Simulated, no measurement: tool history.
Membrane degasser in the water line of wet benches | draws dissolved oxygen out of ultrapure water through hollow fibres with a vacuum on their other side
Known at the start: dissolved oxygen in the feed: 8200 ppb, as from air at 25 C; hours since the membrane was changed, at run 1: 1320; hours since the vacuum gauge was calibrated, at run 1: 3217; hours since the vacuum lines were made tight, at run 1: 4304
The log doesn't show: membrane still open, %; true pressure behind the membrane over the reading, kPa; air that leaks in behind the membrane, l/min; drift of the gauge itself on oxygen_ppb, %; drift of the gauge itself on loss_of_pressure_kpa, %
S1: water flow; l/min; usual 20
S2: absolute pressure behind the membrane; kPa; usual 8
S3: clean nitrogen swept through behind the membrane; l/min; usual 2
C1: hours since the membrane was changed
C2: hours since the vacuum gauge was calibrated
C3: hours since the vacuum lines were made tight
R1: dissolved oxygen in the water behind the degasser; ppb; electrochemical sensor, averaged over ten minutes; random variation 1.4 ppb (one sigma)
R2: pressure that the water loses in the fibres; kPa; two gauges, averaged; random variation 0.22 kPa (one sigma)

Run 1, hour 0: usual settings; C1 1320; C2 3217; C3 4304. Result: R1 143.1 ppb, R2 55.43 kPa.
Run 2, hour 35.9: usual settings; C1 1356; C2 3253; C3 4340. Result: R1 145.4 ppb, R2 55.28 kPa.
Run 3, hour 87.7: usual settings; C1 1408; C2 3305; C3 4392. Result: R1 146.1 ppb, R2 55.74 kPa.
Run 4, hour 148.8: usual settings; C1 1469; C2 3366; C3 4453. Result: R1 146.1 ppb, R2 55.9 kPa.
Run 5, hour 189.8: usual settings; C1 1510; C2 3407; C3 4494. Result: R1 147.3 ppb, R2 55.69 kPa.
Run 6, hour 239.1: usual settings; C1 1559; C2 3456; C3 4544. Result: R1 145.1 ppb, R2 55.58 kPa.
Run 7, hour 306.9: usual settings; C1 1627; C2 3524; C3 4611. Result: R1 145.3 ppb, R2 55.86 kPa.
Run 8, hour 365.6: usual settings; C1 1686; C2 3583; C3 4670. Result: R1 147.5 ppb, R2 55.96 kPa.
Run 9, hour 418: usual settings; C1 1738; C2 3635; C3 4722. Result: R1 146.2 ppb, R2 55.76 kPa.
Run 10, hour 476.1: usual settings; C1 1796; C2 3693; C3 4781. Result: R1 147.9 ppb, R2 56.17 kPa.
Run 11, hour 535.2: usual settings; C1 1856; C2 3752; C3 4840. Result: R1 148.8 ppb, R2 56.07 kPa.
Run 12, hour 577.8: usual settings; C1 1898; C2 3795; C3 4882. Result: R1 149.1 ppb, R2 55.68 kPa.
Run 13, hour 617.9: usual settings; C1 1938; C2 3835; C3 4922. Result: R1 146.4 ppb, R2 55.79 kPa.
Run 14, hour 661.1: usual settings; C1 1981; C2 3878; C3 4966. Result: R1 150.9 ppb, R2 56 kPa.
Run 15, hour 724.3: usual settings but S1 19 l/min; C1 2045; C2 3941; C3 5029. Result: R1 139.1 ppb, R2 53.14 kPa.
Run 16, hour 784.7: usual settings but S2 6.33 kPa, S3 3.6 l/min; C1 2105; C2 4002; C3 5089. Result: R1 73.9 ppb, R2 56.3 kPa.
Run 17, hour 834: usual settings but S3 0.92 l/min; C1 2154; C2 4051; C3 5138. Result: R1 269.5 ppb, R2 55.76 kPa.
Run 18, hour 873.6: usual settings but S1 16 l/min, S2 9.31 kPa, S3 0.92 l/min; C1 2194; C2 4091; C3 5178. Result: R1 267.1 ppb, R2 44.88 kPa.
Run 19, hour 939.5: usual settings but S3 2.52 l/min; C1 2260; C2 4157; C3 5244. Result: R1 124 ppb, R2 56.39 kPa.
Run 20, hour 988: usual settings but S1 31 l/min, S3 3.03 l/min; C1 2308; C2 4205; C3 5292. Result: R1 243.7 ppb, R2 86.91 kPa.
Run 21, hour 1048: usual settings but S1 31 l/min, S3 3.03 l/min; C1 2368; C2 4265; C3 5352. Result: R1 249.1 ppb, R2 86.82 kPa.
Run 22, hour 1076.9: usual settings but S3 2.67 l/min; C1 2397; C2 4294; C3 5381. Result: R1 120.4 ppb, R2 56.24 kPa.
At hour 1084.3: seals of the vacuum lines changed.
Run 23, hour 1136.4: usual settings but S2 13.06 kPa, S3 1.44 l/min; C1 2455; C2 4351; C3 52. Result: R1 347.4 ppb, R2 56.22 kPa.
Run 24, hour 1179.6: usual settings but S2 13.06 kPa, S3 1.44 l/min; C1 2498; C2 4395; C3 95. Result: R1 352.6 ppb, R2 56 kPa.
Run 25, hour 1220.2: usual settings but S1 16 l/min, S2 7.83 kPa, S3 1.44 l/min; C1 2539; C2 4435; C3 136. Result: R1 144.7 ppb, R2 45.18 kPa.
Run 26, hour 1276.6: usual settings but S1 18 l/min, S2 7.62 kPa, S3 4.46 l/min; C1 2595; C2 4492; C3 192. Result: R1 63.6 ppb, R2 50.74 kPa.
Run 27, hour 1320.9: usual settings but S1 30 l/min, S2 10.66 kPa, S3 2.09 l/min; C1 2639; C2 4536; C3 237. Result: R1 365.7 ppb, R2 84.41 kPa.
Run 28, hour 1378.7: usual settings but S1 13 l/min, S2 9.92 kPa, S3 2.09 l/min; C1 2697; C2 4594; C3 294. Result: R1 111.8 ppb, R2 36.67 kPa.
Run 29, hour 1425.6: usual settings but S1 13 l/min, S2 9.92 kPa, S3 1.06 l/min; C1 2744; C2 4641; C3 341. Result: R1 208.9 ppb, R2 36.8 kPa.
Run 30, hour 1464.1: usual settings but S1 19 l/min, S2 5.93 kPa, S3 0.97 l/min; C1 2782; C2 4679; C3 380. Result: R1 166.2 ppb, R2 53.22 kPa.

The same runs without the tool's hidden state, with the same run-to-run variation:
run     R1     R2
  1  130.3  54.71
  2  132.3  54.54
  3  132.7  54.98
  4  132.4   55.1
  5  133.4  54.88
  6  131.1  54.74
  7  130.9  54.98
  8  132.7  55.04
  9  131.4  54.83
 10  132.6   55.2
 11  133.2  55.07
 12  133.3  54.66
 13  130.7  54.75
 14  134.5  54.93
 15  123.5   52.1
 16   63.1  55.16
 17  240.1   54.6
 18    242  43.94
 19  109.4  55.17
 20  218.9  84.99
 21  223.3  84.84
 22  105.8  54.95
 23  326.3   54.9
 24  330.9  54.67
 25  127.5  44.08
 26   55.4  49.48
 27  335.1  82.27
 28  101.7  35.72
 29  190.4  35.83
 30  135.3  51.79
